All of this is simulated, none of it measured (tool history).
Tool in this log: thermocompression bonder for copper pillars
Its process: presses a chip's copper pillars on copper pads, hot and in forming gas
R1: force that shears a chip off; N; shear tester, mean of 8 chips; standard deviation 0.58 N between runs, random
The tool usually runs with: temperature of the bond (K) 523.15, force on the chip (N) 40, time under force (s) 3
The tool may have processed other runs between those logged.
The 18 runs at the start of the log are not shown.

Run 19, hour 947: usual settings but force on the chip (N) 52. Result: R1 119.4 N.
At hour 953.5: heater calibrated with a thermocouple chip.
Run 20, hour 1022.5: usual settings but force on the chip (N) 52. Result: R1 119.1 N.
Run 21, hour 1075.4: usual settings but force on the chip (N) 43, time under force (s) 4. Result: R1 119.2 N.
Run 22, hour 1151.7: usual settings but temperature of the bond (K) 496.15, force on the chip (N) 31, time under force (s) 4. Result: R1 81.5 N.
Run 23, hour 1187.2: usual settings but temperature of the bond (K) 496.15, force on the chip (N) 31, time under force (s) 4. Result: R1 81 N.
At hour 1230.8: forming gas filter changed.
Run 24, hour 1259: usual settings but temperature of the bond (K) 496.15, force on the chip (N) 31, time under force (s) 4. Result: R1 84.7 N.
Run 25, hour 1306.6: usual settings but temperature of the bond (K) 515.15, force on the chip (N) 24, time under force (s) 5. Result: R1 104.6 N.
At hour 1360.9: heater calibrated with a thermocouple chip, once more.
Run 26, hour 1383.3: usual settings but temperature of the bond (K) 535.15, force on the chip (N) 55. Result: R1 123.1 N.
Run 27, hour 1438.1: usual settings but force on the chip (N) 42, time under force (s) 6. Result: R1 121 N.
At hour 1503.8: force cell calibrated.
Run 28, hour 1511.1: usual settings but temperature of the bond (K) 545.15, force on the chip (N) 43, time under force (s) 4. Result: R1 130.7 N.
Run 29, hour 1586.3: usual settings but temperature of the bond (K) 514.15. Result: R1 92.3 N.
Run 30, hour 1627.2: usual settings but temperature of the bond (K) 514.15. Result: R1 93 N.
At hour 1670.4: forming gas filter changed.
Run 31, hour 1691.5: usual settings but temperature of the bond (K) 502.15, force on the chip (N) 50. Result: R1 90.3 N.
Run 32, hour 1729.2: usual settings but temperature of the bond (K) 538.15, force on the chip (N) 39. Result: R1 120.1 N.
Run 33, hour 1781.7: usual settings but temperature of the bond (K) 540.15, force on the chip (N) 39, time under force (s) 2. Result: R1 112.6 N.
Run 34, hour 1847.8: usual settings but force on the chip (N) 35, time under force (s) 7. Result: R1 122.1 N.
Run 35, hour 1883.5: usual settings but temperature of the bond (K) 534.15, force on the chip (N) 59. Result: R1 125.3 N.
Run 36, hour 1929.3: usual settings but temperature of the bond (K) 534.15, force on the chip (N) 59. Result: R1 125 N.
Run 37, hour 1983.9: usual settings but temperature of the bond (K) 534.15, force on the chip (N) 41, time under force (s) 2. Result: R1 106.7 N.
Run 38, hour 2019.9: usual settings but temperature of the bond (K) 522.15, time under force (s) 8. Result: R1 124.4 N.

Below are 4 alternative next runs, each starting from the tool's condition after run 38. Predict each:
Run A, hour 2074.1: usual settings but temperature of the bond (K) 511.15, force on the chip (N) 26, time under force (s) 8. Result: R1 ?.
Run B, hour 2074.1: usual settings but time under force (s) 6. Result: R1 ?.
Run C, hour 2074.1: usual settings but temperature of the bond (K) 517.15, force on the chip (N) 36, time under force (s) 4. Result: R1 ?.
Run D, hour 2074.1: usual settings but temperature of the bond (K) 521.15, force on the chip (N) 37. Result: R1 ?.

run     R1
  A  102.7
  B    120
  C  102.1
  D  100.1
Had the tool no hidden state, the same runs would have come out as:
run     R1
  A  104.8
  B  123.6
  C  104.1
  D  102.1
